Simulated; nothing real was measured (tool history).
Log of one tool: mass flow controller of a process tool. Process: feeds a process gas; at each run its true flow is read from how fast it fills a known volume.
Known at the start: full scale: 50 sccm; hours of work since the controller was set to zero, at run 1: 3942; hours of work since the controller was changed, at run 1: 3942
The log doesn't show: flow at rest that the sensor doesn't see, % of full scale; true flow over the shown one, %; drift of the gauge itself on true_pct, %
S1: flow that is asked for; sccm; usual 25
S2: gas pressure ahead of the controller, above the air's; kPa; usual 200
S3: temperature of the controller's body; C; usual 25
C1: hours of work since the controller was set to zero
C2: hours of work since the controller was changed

Run 1, hour 0.0: usual settings; C1 3942; C2 3942. Result: true flow (%) 95.98.
Run 2, hour 83.5: usual settings; C1 3984; C2 3984. Result: true flow (%) 96.10.
Run 3, hour 227.4: usual settings; C1 4057; C2 4057. Result: true flow (%) 96.10.
Run 4, hour 293.7: usual settings; C1 4091; C2 4091. Result: true flow (%) 96.14.
Run 5, hour 374.7: usual settings but S2 159 kPa; C1 4132; C2 4132. Result: true flow (%) 96.13.
Run 6, hour 528.8: usual settings but S2 159 kPa; C1 4210; C2 4210. Result: true flow (%) 96.16.
Run 7, hour 628.0: usual settings but S2 159 kPa; C1 4261; C2 4261. Result: true flow (%) 96.16.
Run 8, hour 708.4: usual settings but S2 159 kPa; C1 4302; C2 4302. Result: true flow (%) 96.15.
Run 9, hour 850.6: usual settings but S2 159 kPa; C1 4374; C2 4374. Result: true flow (%) 96.00.
Run 10, hour 939.7: usual settings but S2 159 kPa; C1 4419; C2 4419. Result: true flow (%) 95.98.
Run 11, hour 1076.5: usual settings but S1 11 sccm, S2 227 kPa, S3 22 C; C1 4488; C2 4488. Result: true flow (%) 94.34.
Run 12, hour 1198.4: usual settings but S1 11 sccm, S2 210 kPa, S3 26 C; C1 4550; C2 4550. Result: true flow (%) 94.29.

Forecast run 13:
Run 13, hour 1349.1: usual settings but S1 9 sccm, S2 210 kPa, S3 24 C; C1 4627; C2 4627. Result: true flow (%) ?.

{"run 13": {"true flow (%)": 94.0}}
Without the tool's hidden state the same run would have given true flow (%) 98.03.
